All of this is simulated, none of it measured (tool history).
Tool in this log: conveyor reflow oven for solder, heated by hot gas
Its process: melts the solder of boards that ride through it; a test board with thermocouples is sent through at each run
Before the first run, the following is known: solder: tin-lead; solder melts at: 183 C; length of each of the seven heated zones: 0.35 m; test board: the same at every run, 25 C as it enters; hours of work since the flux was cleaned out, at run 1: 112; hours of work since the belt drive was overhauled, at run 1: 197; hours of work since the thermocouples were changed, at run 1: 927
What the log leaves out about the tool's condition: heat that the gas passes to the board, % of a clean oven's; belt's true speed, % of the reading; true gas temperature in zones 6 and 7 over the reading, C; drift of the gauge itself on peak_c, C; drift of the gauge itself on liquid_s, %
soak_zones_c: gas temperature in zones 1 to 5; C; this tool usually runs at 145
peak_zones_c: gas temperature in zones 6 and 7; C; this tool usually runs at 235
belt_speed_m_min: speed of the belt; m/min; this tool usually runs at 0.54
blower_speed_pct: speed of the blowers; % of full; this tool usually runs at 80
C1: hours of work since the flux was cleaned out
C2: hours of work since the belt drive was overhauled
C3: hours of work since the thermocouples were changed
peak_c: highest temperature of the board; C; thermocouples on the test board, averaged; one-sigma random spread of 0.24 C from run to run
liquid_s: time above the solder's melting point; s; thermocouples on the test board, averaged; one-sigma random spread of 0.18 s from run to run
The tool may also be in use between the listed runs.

run 1 hour=0 | soak_zones_c=145 peak_zones_c=235 belt_speed_m_min=0.54 blower_speed_pct=80 | C1=112 C2=197 C3=927 | peak_c=219 liquid_s=62.8
run 2 hour=4.4 | soak_zones_c=144 peak_zones_c=235 belt_speed_m_min=0.54 blower_speed_pct=80 | C1=115 C2=200 C3=931 | peak_c=219 liquid_s=61.9
run 3 hour=12.9 | soak_zones_c=144 peak_zones_c=235 belt_speed_m_min=0.54 blower_speed_pct=80 | C1=122 C2=207 C3=937 | peak_c=218.6 liquid_s=62.5
run 4 hour=19.5 | soak_zones_c=144 peak_zones_c=235 belt_speed_m_min=0.54 blower_speed_pct=80 | C1=127 C2=212 C3=943 | peak_c=218.7 liquid_s=62.3
run 5 hour=27.9 | soak_zones_c=144 peak_zones_c=235 belt_speed_m_min=0.54 blower_speed_pct=80 | C1=134 C2=219 C3=949 | peak_c=219.1 liquid_s=62.2
run 6 hour=36.9 | soak_zones_c=145 peak_zones_c=235 belt_speed_m_min=0.54 blower_speed_pct=90 | C1=141 C2=226 C3=957 | peak_c=220 liquid_s=64.4
run 7 hour=42.9 | soak_zones_c=145 peak_zones_c=235 belt_speed_m_min=0.54 blower_speed_pct=90 | C1=146 C2=231 C3=961 | peak_c=220.3 liquid_s=64.2
run 8 hour=47.1 | soak_zones_c=145 peak_zones_c=235 belt_speed_m_min=0.54 blower_speed_pct=90 | C1=149 C2=234 C3=965 | peak_c=220.3 liquid_s=63.9
run 9 hour=53.4 | soak_zones_c=145 peak_zones_c=235 belt_speed_m_min=0.54 blower_speed_pct=90 | C1=154 C2=239 C3=970 | peak_c=220.2 liquid_s=64
run 10 hour=61 | soak_zones_c=159 peak_zones_c=235 belt_speed_m_min=0.54 blower_speed_pct=80 | C1=160 C2=246 C3=976 | peak_c=221.2 liquid_s=70.7
run 11 hour=67 | soak_zones_c=159 peak_zones_c=235 belt_speed_m_min=0.54 blower_speed_pct=80 | C1=165 C2=250 C3=980 | peak_c=221.2 liquid_s=70.5
run 12 hour=73.9 | soak_zones_c=159 peak_zones_c=235 belt_speed_m_min=0.54 blower_speed_pct=80 | C1=171 C2=256 C3=986 | peak_c=220.6 liquid_s=70.4
run 13 hour=83.5 | soak_zones_c=145 peak_zones_c=235 belt_speed_m_min=0.54 blower_speed_pct=80 | C1=178 C2=263 C3=994 | peak_c=218.6 liquid_s=62.5
run 14 hour=91.3 | soak_zones_c=145 peak_zones_c=235 belt_speed_m_min=0.54 blower_speed_pct=80 | C1=184 C2=270 C3=1000 | peak_c=218.7 liquid_s=62.8
run 15 hour=97.5 | soak_zones_c=145 peak_zones_c=235 belt_speed_m_min=0.54 blower_speed_pct=80 | C1=189 C2=275 C3=1005 | peak_c=218.2 liquid_s=62.5
-- hour=103 thermocouples of zones 6 and 7 changed
run 16 hour=105.7 | soak_zones_c=145 peak_zones_c=235 belt_speed_m_min=0.54 blower_speed_pct=80 | C1=194 C2=280 C3=2 | peak_c=220.1 liquid_s=63.7
run 17 hour=113.1 | soak_zones_c=145 peak_zones_c=232 belt_speed_m_min=0.542 blower_speed_pct=80 | C1=200 C2=285 C3=8 | peak_c=217.5 liquid_s=61.2
run 18 hour=120.2 | soak_zones_c=145 peak_zones_c=232 belt_speed_m_min=0.542 blower_speed_pct=80 | C1=206 C2=291 C3=14 | peak_c=217.6 liquid_s=61.5
run 19 hour=125.2 | soak_zones_c=134 peak_zones_c=231 belt_speed_m_min=0.54 blower_speed_pct=80 | C1=210 C2=295 C3=18 | peak_c=214.7 liquid_s=55.7
run 20 hour=131.6 | soak_zones_c=134 peak_zones_c=231 belt_speed_m_min=0.54 blower_speed_pct=80 | C1=215 C2=300 C3=23 | peak_c=214.5 liquid_s=55.4
run 21 hour=137.2 | soak_zones_c=131 peak_zones_c=234 belt_speed_m_min=0.596 blower_speed_pct=67 | C1=219 C2=305 C3=27 | peak_c=210.4 liquid_s=44.2
run 22 hour=142.4 | soak_zones_c=131 peak_zones_c=245 belt_speed_m_min=0.596 blower_speed_pct=67 | C1=224 C2=309 C3=31 | peak_c=219.4 liquid_s=51.6
run 23 hour=148.3 | soak_zones_c=131 peak_zones_c=245 belt_speed_m_min=0.596 blower_speed_pct=72 | C1=228 C2=313 C3=36 | peak_c=220.6 liquid_s=52.3
run 24 hour=154.6 | soak_zones_c=132 peak_zones_c=245 belt_speed_m_min=0.596 blower_speed_pct=67 | C1=233 C2=319 C3=41 | peak_c=219.5 liquid_s=52.1
run 25 hour=163.7 | soak_zones_c=141 peak_zones_c=228 belt_speed_m_min=0.54 blower_speed_pct=80 | C1=241 C2=326 C3=48 | peak_c=212.8 liquid_s=56.9
run 26 hour=169.8 | soak_zones_c=145 peak_zones_c=235 belt_speed_m_min=0.486 blower_speed_pct=80 | C1=245 C2=331 C3=53 | peak_c=222.5 liquid_s=73
run 27 hour=176.9 | soak_zones_c=145 peak_zones_c=235 belt_speed_m_min=0.432 blower_speed_pct=80 | C1=251 C2=336 C3=59 | peak_c=224.9 liquid_s=84.7
run 28 hour=184.3 | soak_zones_c=145 peak_zones_c=235 belt_speed_m_min=0.432 blower_speed_pct=80 | C1=257 C2=342 C3=65 | peak_c=225.8 liquid_s=84.7
-- hour=189.7 flux residue cleaned out of gas plates and filters
run 29 hour=194.3 | soak_zones_c=137 peak_zones_c=233 belt_speed_m_min=0.54 blower_speed_pct=72 | C1=4 C2=346 C3=69 | peak_c=217.3 liquid_s=58.9
run 30 hour=200.1 | soak_zones_c=156 peak_zones_c=235 belt_speed_m_min=0.489 blower_speed_pct=80 | C1=8 C2=351 C3=73 | peak_c=226.2 liquid_s=79.8

Some steps in peak_c, run to run, broken into two amounts with sign: the step expected even without the hidden condition (settings, incoming material, random variation), and the rest, left for the hidden condition together with whatever gauge scatter is not in both the measured and the hidden-condition-free result:
Run 15 -> 16: thermocouples of zones 6 and 7 changed. peak_c +1.9 C: hidden state +1.8, all else +0.1.
Run 21 -> 22: peak_zones_c 234 -> 245. peak_c +9 C: hidden state -0.2, all else +9.2.
Run 24 -> 25: soak_zones_c 132 -> 141, peak_zones_c 245 -> 228, belt_speed_m_min 0.596 -> 0.54, blower_speed_pct 67 -> 80. peak_c -6.7 C: hidden state +0.7, all else -7.4.
Run 25 -> 26: soak_zones_c 141 -> 145, peak_zones_c 228 -> 235, belt_speed_m_min 0.54 -> 0.486. peak_c +9.7 C: hidden state +0.2, all else +9.5.
Run 28 -> 29: soak_zones_c 145 -> 137, peak_zones_c 235 -> 233, belt_speed_m_min 0.432 -> 0.54, blower_speed_pct 80 -> 72, flux residue cleaned out of gas plates and filters. peak_c -8.5 C: hidden state +1.9, all else -10.4.
Run 29 -> 30: soak_zones_c 137 -> 156, peak_zones_c 233 -> 235, belt_speed_m_min 0.54 -> 0.489, blower_speed_pct 72 -> 80. peak_c +8.9 C: hidden state -0.1, all else +9.
